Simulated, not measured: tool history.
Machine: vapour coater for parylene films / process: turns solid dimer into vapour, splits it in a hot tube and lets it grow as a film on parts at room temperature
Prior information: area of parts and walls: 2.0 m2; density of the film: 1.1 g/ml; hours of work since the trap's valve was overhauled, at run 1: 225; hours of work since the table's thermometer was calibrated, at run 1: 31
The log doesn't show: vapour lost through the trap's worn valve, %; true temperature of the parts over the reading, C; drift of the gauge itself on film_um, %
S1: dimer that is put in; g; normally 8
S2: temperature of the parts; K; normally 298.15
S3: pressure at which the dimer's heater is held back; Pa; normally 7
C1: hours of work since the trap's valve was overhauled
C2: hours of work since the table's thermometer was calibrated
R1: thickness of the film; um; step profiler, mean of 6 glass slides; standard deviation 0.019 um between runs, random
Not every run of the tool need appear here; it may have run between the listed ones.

Run 1, day 0: usual settings; C1 225; C2 31. Result: R1 2.53 um.
At day 1.371: trap's valve overhauled.
Run 2, day 1.45: usual settings; C1 1; C2 48. Result: R1 2.44 um.
Run 3, day 2.721: usual settings; C1 19; C2 66. Result: R1 2.41 um.
Run 4, day 3.546: usual settings; C1 30; C2 78. Result: R1 2.4 um.
At day 3.896: trap's valve overhauled, once more.
Run 5, day 4.258: usual settings; C1 5; C2 85. Result: R1 2.64 um.
Run 6, day 5.05: usual settings; C1 16; C2 96. Result: R1 2.64 um.
Run 7, day 6.104: usual settings; C1 31; C2 111. Result: R1 2.64 um.
Run 8, day 7.408: usual settings; C1 49; C2 129. Result: R1 2.6 um.
Run 9, day 8.317: usual settings; C1 61; C2 141. Result: R1 2.62 um.
Run 10, day 9.45: usual settings; C1 77; C2 157. Result: R1 2.59 um.
Run 11, day 10.7: usual settings; C1 94; C2 174. Result: R1 2.59 um.
Run 12, day 11.729: usual settings; C1 109; C2 189. Result: R1 2.58 um.
Run 13, day 12.279: usual settings; C1 116; C2 196. Result: R1 2.57 um.
Run 14, day 13.521: usual settings; C1 133; C2 213. Result: R1 2.56 um.
Run 15, day 14.054: usual settings; C1 141; C2 221. Result: R1 2.53 um.
Run 16, day 14.9: usual settings; C1 152; C2 232. Result: R1 2.52 um.
Run 17, day 16.096: usual settings; C1 169; C2 249. Result: R1 2.52 um.
Run 18, day 16.838: usual settings; C1 179; C2 259. Result: R1 2.52 um.
Run 19, day 17.621: usual settings but S2 297.15 K; C1 190; C2 270. Result: R1 2.59 um.
Run 20, day 18.662: usual settings but S2 297.15 K; C1 205; C2 285. Result: R1 2.57 um.
Run 21, day 19.654: usual settings but S2 297.15 K; C1 218; C2 298. Result: R1 2.56 um.
Run 22, day 20.325: usual settings but S2 297.15 K; C1 228; C2 308. Result: R1 2.54 um.
Run 23, day 20.967: usual settings but S2 297.15 K; C1 236; C2 317. Result: R1 2.56 um.
At day 21.458: trap's valve overhauled.
Run 24, day 22.275: usual settings but S2 297.15 K; C1 11; C2 332. Result: R1 2.7 um.
Run 25, day 23.575: usual settings but S2 297.15 K, S3 3.44 Pa; C1 29; C2 350. Result: R1 2.88 um.
Run 26, day 24.471: usual settings but S3 6 Pa; C1 42; C2 363. Result: R1 2.7 um.
Run 27, day 25.154: usual settings but S1 7 g, S2 292.15 K, S3 3.26 Pa; C1 51; C2 372. Result: R1 2.86 um.
Run 28, day 25.817: usual settings but S1 7 g, S2 306.15 K; C1 60; C2 381. Result: R1 1.84 um.
Run 29, day 26.938: usual settings but S1 5 g, S3 11.47 Pa; C1 76; C2 397. Result: R1 1.57 um.
Run 30, day 28.167: usual settings but S1 12 g, S2 295.15 K, S3 3.05 Pa; C1 93; C2 414. Result: R1 4.48 um.
Run 31, day 28.9: usual settings but S1 13 g; C1 103; C2 424. Result: R1 4.2 um.
Run 32, day 29.667: usual settings but S1 7 g, S3 2.07 Pa; C1 114; C2 435. Result: R1 2.49 um.
Run 33, day 30.317: usual settings but S1 10 g, S2 305.15 K, S3 6.8 Pa; C1 123; C2 444. Result: R1 2.7 um.
Run 34, day 30.892: usual settings but S1 10 g, S2 295.15 K; C1 131; C2 452. Result: R1 3.41 um.
Run 35, day 32.154: usual settings but S1 11 g, S2 295.15 K, S3 3.12 Pa; C1 148; C2 469. Result: R1 4.04 um.
Run 36, day 33.271: usual settings but S1 9 g, S2 301.15 K, S3 7.49 Pa; C1 164; C2 485. Result: R1 2.55 um.
Run 37, day 33.867: usual settings but S1 9 g, S2 301.15 K, S3 7.49 Pa; C1 172; C2 493. Result: R1 2.6 um.
Run 38, day 34.917: usual settings but S1 9 g, S2 302.15 K, S3 7.49 Pa; C1 186; C2 507. Result: R1 2.5 um.
Run 39, day 35.854: usual settings but S1 9 g, S2 302.15 K, S3 7.49 Pa; C1 199; C2 520. Result: R1 2.5 um.
Run 40, day 36.412: usual settings but S2 292.15 K, S3 3.69 Pa; C1 207; C2 528. Result: R1 3.07 um.
Run 41, day 37.658: usual settings but S2 292.15 K, S3 3.69 Pa; C1 224; C2 545. Result: R1 3.06 um.
Run 42, day 38.312: usual settings but S1 4 g, S2 293.15 K, S3 5.51 Pa; C1 234; C2 555. Result: R1 1.44 um.
At day 39.029: trap's valve overhauled.
Run 43, day 39.429: usual settings but S1 11 g, S3 2.16 Pa; C1 6; C2 568. Result: R1 4.01 um.
Run 44, day 40.029: usual settings but S2 305.15 K, S3 2.25 Pa; C1 14; C2 576. Result: R1 2.43 um.
Run 45, day 40.646: usual settings but S1 4 g, S2 306.15 K; C1 22; C2 584. Result: R1 1.08 um.
Run 46, day 41.879: usual settings but S1 6 g, S3 3.05 Pa; C1 40; C2 602. Result: R1 2.11 um.

3 options for the next run, each taken on its own from the tool as it stands now. Forecast them:
Run A, day 42.942: usual settings but S1 5 g, S2 310.15 K, S3 2.23 Pa; C1 54; C2 616. Result: R1 ?.
Run B, day 42.942: usual settings but S3 2.52 Pa; C1 54; C2 616. Result: R1 ?.
Run C, day 42.942: usual settings but S1 12 g, S3 4.75 Pa; C1 54; C2 616. Result: R1 ?.

run    R1
  A  1.34
  B   2.8
  C  4.03
Stripped of hidden state, with their random variation kept, the same runs would have yielded:
run    R1
  A  1.35
  B  2.83
  C  4.08
